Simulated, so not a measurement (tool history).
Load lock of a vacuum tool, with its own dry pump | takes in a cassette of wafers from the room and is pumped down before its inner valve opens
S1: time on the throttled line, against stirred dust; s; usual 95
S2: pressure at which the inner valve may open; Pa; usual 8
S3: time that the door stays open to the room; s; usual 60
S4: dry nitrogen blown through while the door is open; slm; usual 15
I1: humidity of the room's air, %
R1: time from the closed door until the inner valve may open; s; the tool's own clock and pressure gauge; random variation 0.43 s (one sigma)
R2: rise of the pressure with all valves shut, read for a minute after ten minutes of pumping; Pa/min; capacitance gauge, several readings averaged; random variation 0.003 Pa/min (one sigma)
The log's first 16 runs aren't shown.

run 17 hour=1733 | S1=95 S2=8 S3=60 S4=15 | I1=45.1 | R1=128.6 R2=0.176
run 18 hour=1822.9 | S1=95 S2=8 S3=60 S4=15 | I1=48 | R1=128.6 R2=0.174
run 19 hour=1949.9 | S1=95 S2=8 S3=60 S4=15 | I1=46.4 | R1=129 R2=0.179
run 20 hour=2014.4 | S1=54 S2=8 S3=60 S4=5 | I1=46.3 | R1=92.1 R2=0.192
run 21 hour=2112.6 | S1=54 S2=8 S3=60 S4=5 | I1=46 | R1=91.8 R2=0.196
run 22 hour=2182 | S1=95 S2=12 S3=60 S4=34 | I1=43.3 | R1=127.4 R2=0.176
-- hour=2309.7 door's seal changed, seat wiped
run 23 hour=2309.7 | S1=95 S2=12 S3=60 S4=34 | I1=43.1 | R1=127 R2=0.023
run 24 hour=2435.5 | S1=95 S2=12 S3=60 S4=34 | I1=43.2 | R1=126.8 R2=0.028
run 25 hour=2559.8 | S1=95 S2=12 S3=60 S4=34 | I1=45.3 | R1=126.7 R2=0.029
run 26 hour=2627.5 | S1=84 S2=8 S3=187 S4=8 | I1=43.4 | R1=119.5 R2=0.064
run 27 hour=2764.6 | S1=71 S2=8 S3=187 S4=20 | I1=46.4 | R1=107.6 R2=0.047
run 28 hour=2833.6 | S1=150 S2=8 S3=121 S4=20 | I1=47.4 | R1=178.3 R2=0.044
run 29 hour=2914.3 | S1=103 S2=8 S3=60 S4=15 | I1=43.6 | R1=136.1 R2=0.034
run 30 hour=3023 | S1=103 S2=12 S3=60 S4=33 | I1=46.9 | R1=134.7 R2=0.027
run 31 hour=3144.6 | S1=95 S2=12 S3=60 S4=15 | I1=42.6 | R1=126.1 R2=0.037
run 32 hour=3287.8 | S1=95 S2=12 S3=60 S4=15 | I1=44.4 | R1=127 R2=0.038
run 33 hour=3438.3 | S1=95 S2=12 S3=60 S4=15 | I1=44.4 | R1=127 R2=0.043
run 34 hour=3560.8 | S1=89 S2=12 S3=69 S4=10 | I1=43.8 | R1=121.9 R2=0.049
run 35 hour=3638.9 | S1=153 S2=8 S3=54 S4=9 | I1=45.9 | R1=180.5 R2=0.045
run 36 hour=3713.7 | S1=73 S2=8 S3=60 S4=15 | I1=44.1 | R1=109.5 R2=0.034
run 37 hour=3862.9 | S1=73 S2=8 S3=111 S4=15 | I1=46.6 | R1=109.3 R2=0.049
run 38 hour=3933.2 | S1=73 S2=8 S3=111 S4=15 | I1=43.8 | R1=109.1 R2=0.048

Forecast each of these 3 alternatives for the next run:
run A hour=4059.3 | S1=73 S2=8 S3=70 S4=15 | I1=42.3 | R1=? R2=?
run B hour=4059.3 | S1=87 S2=9 S3=111 S4=6 | I1=46.7 | R1=? R2=?
run C hour=4059.3 | S1=189 S2=7 S3=111 S4=27 | I1=45.9 | R1=? R2=?

run=A R1=109.1 R2=0.045
run=B R1=121.8 R2=0.057
run=C R1=214.2 R2=0.048
Without the tool's hidden state the same runs would have given:
run=A R1=107.5 R2=0.036
run=B R1=120.1 R2=0.048
run=C R1=213 R2=0.039
